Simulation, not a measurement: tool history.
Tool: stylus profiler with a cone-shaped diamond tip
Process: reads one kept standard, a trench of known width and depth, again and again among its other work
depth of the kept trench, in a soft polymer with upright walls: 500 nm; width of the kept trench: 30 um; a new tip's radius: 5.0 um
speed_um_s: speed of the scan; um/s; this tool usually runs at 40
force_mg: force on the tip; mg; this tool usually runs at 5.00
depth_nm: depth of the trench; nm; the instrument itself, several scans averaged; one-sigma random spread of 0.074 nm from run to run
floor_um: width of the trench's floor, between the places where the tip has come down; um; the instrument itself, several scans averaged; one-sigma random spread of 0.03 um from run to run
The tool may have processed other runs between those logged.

run,day,speed_um_s,force_mg,depth_nm,floor_um
1,0.000,40,5.00,508.65,24.26
2,1.404,23,5.00,508.67,24.25
3,3.971,23,5.00,508.74,24.26
4,5.567,23,5.00,508.83,24.16
5,7.767,23,11.68,515.57,24.23
6,10.221,23,11.68,515.47,24.23
7,12.550,23,11.68,515.24,24.16
8,14.888,40,10.43,514.42,24.07
9,16.550,40,10.43,514.34,24.06
10,18.754,40,10.43,514.41,24.07
11,20.342,40,10.43,514.57,24.09
12,21.942,45,5.14,509.20,24.01
13,23.608,39,1.76,504.57,23.86
14,26.092,39,1.76,504.62,23.86
15,27.850,13,4.72,508.67,23.98
16,29.279,10,4.54,508.45,24.02
17,30.579,14,14.70,517.78,24.04
18,32.958,44,4.86,508.68,23.84
19,35.112,142,2.94,506.16,23.15
20,36.512,142,2.94,506.19,23.15
21,37.679,19,5.00,508.87,23.89

Between the runs listed above, the log contained 2 entries, not reproduced here. Where in the sequence does each belong, and how does what the log doesn't record of the tool's condition differ from the listed run before to the listed run after?
Between runs 10 and 11: height scale calibrated on a step standard (day 18.929)
  radius of the tip, um: 8.7 -> 8.75; height scale over the true one, %: 0.034 -> 0.05
  measured less the result without the state, depth_nm: +0.17 -> +0.26 nm; floor_um: -1.46 -> -1.47 um
Between runs 16 and 17: height scale calibrated on a step standard, once more (day 30.579)
  radius of the tip, um: 9.02 -> 9.06; height scale over the true one, %: 0.064 -> 0.014
  measured less the result without the state, depth_nm: +0.33 -> +0.07 nm; floor_um: -1.56 -> -1.58 um
